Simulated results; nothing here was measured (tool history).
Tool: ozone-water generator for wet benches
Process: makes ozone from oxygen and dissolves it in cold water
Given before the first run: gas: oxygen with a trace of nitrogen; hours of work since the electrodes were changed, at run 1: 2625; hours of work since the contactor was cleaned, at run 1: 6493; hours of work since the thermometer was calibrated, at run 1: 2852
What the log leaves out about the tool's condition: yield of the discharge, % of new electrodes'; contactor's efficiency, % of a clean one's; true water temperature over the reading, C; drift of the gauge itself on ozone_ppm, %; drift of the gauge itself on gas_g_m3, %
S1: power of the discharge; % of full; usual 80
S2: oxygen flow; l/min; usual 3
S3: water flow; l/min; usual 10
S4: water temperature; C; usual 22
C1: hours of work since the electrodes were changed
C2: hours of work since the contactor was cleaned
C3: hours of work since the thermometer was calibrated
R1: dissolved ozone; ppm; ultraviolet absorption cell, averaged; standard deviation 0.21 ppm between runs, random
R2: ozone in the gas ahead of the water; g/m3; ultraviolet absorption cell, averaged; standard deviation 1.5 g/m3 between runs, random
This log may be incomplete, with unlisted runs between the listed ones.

run	day	S1	S2	S3	S4	C1	C2	C3	R1	R2
1	0	80	3	10	22	2625	6493	2852	30.3	273.8
2	2.783	75	3	10	22	2685	6554	2913	28.6	261.5
3	5.579	41	3	10	22	2746	6614	2973	17	154.9
4	8.067	41	3	10	22	2800	6668	3027	16.6	156.9
5	10.233	41	3	10	22	2847	6715	3074	17.1	157.2
6	12.825	49	3	10	22	2903	6772	3131	20	180.2
7	14.288	49	3	10	22	2935	6803	3162	20	181.4
8	16.229	49	3	10	22	2977	6845	3205	20	183.1
9	18.208	49	3	10	22	3020	6888	3248	19.7	181.7
10	20.279	80	2.04	10	22	3065	6933	3293	32.3	362.3
11	23.142	80	5.15	10	16	3127	6995	3355	30	192.4
12	25.017	80	4.87	10	22	3168	7036	3395	26.5	200.6
13	27.95	80	3	10	18	3232	7100	3459	32.3	278

Forecast run 14:
14	30.379	80	3	10	18	3285	7153	3512	?	?

{"run 14": {"R1": 32.5, "R2": 279.7}}
With the hidden condition absent and the run-to-run variation left alone, this run would have shown R1 32.5 ppm, R2 276.9 g/m3.

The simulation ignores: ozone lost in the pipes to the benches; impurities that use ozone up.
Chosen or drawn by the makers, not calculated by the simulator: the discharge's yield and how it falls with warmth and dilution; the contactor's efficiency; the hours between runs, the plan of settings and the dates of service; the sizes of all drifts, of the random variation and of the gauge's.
